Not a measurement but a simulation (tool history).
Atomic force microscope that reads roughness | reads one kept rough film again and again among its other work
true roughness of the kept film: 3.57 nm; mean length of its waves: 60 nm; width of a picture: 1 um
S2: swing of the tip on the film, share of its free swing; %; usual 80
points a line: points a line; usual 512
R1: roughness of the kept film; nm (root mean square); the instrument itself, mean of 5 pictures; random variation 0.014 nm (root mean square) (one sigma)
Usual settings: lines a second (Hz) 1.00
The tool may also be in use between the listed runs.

run 1 hour=0.0 | lines_a_second_(Hz)=1.00 S2=80 points_a_line=512 | R1=3.352
run 2 hour=12.0 | lines_a_second_(Hz)=1.00 S2=80 points_a_line=512 | R1=3.338
run 3 hour=30.9 | lines_a_second_(Hz)=1.00 S2=80 points_a_line=512 | R1=3.320
run 4 hour=49.8 | lines_a_second_(Hz)=1.00 S2=80 points_a_line=555 | R1=3.323
run 5 hour=66.7 | lines_a_second_(Hz)=1.00 S2=80 points_a_line=555 | R1=3.274
run 6 hour=80.2 | lines_a_second_(Hz)=1.00 S2=80 points_a_line=555 | R1=3.265
run 7 hour=94.0 | lines_a_second_(Hz)=1.00 S2=80 points_a_line=647 | R1=3.256
-- hour=108.1 new tip fitted
run 8 hour=115.2 | lines_a_second_(Hz)=1.00 S2=80 points_a_line=440 | R1=3.359
run 9 hour=134.2 | lines_a_second_(Hz)=1.00 S2=80 points_a_line=512 | R1=3.319
run 10 hour=158.2 | lines_a_second_(Hz)=1.00 S2=80 points_a_line=512 | R1=3.273
run 11 hour=176.2 | lines_a_second_(Hz)=1.00 S2=80 points_a_line=512 | R1=3.304
run 12 hour=196.2 | lines_a_second_(Hz)=1.00 S2=80 points_a_line=512 | R1=3.267
run 13 hour=208.7 | lines_a_second_(Hz)=1.30 S2=80 points_a_line=287 | R1=3.222
-- hour=224.3 new tip fitted
run 14 hour=225.7 | lines_a_second_(Hz)=1.36 S2=80 points_a_line=719 | R1=3.278
run 15 hour=247.7 | lines_a_second_(Hz)=1.36 S2=80 points_a_line=719 | R1=3.260
run 16 hour=269.3 | lines_a_second_(Hz)=1.36 S2=80 points_a_line=719 | R1=3.236
run 17 hour=292.4 | lines_a_second_(Hz)=2.07 S2=70 points_a_line=262 | R1=3.252
run 18 hour=308.9 | lines_a_second_(Hz)=1.13 S2=61 points_a_line=510 | R1=3.350
run 19 hour=328.3 | lines_a_second_(Hz)=1.13 S2=61 points_a_line=510 | R1=3.315

Some steps in R1 between neighbouring runs. How much of each would the tool show without its hidden state too (settings, what came in, random variation), and how much is left for the hidden state, with any gauge scatter that isn't in both results?
The hidden state here: radius of the tip, nm; height scale over the true one, %; drift of the gauge itself on roughness_nm, %.
Run 7 -> 8: points a line 647 -> 440, new tip fitted. R1 +0.103 nm (root mean square): hidden state +0.073, all else +0.030.
Run 13 -> 14: lines a second (Hz) 1.30 -> 1.36, points a line 287 -> 719, new tip fitted. R1 +0.056 nm (root mean square): hidden state +0.083, all else -0.027.
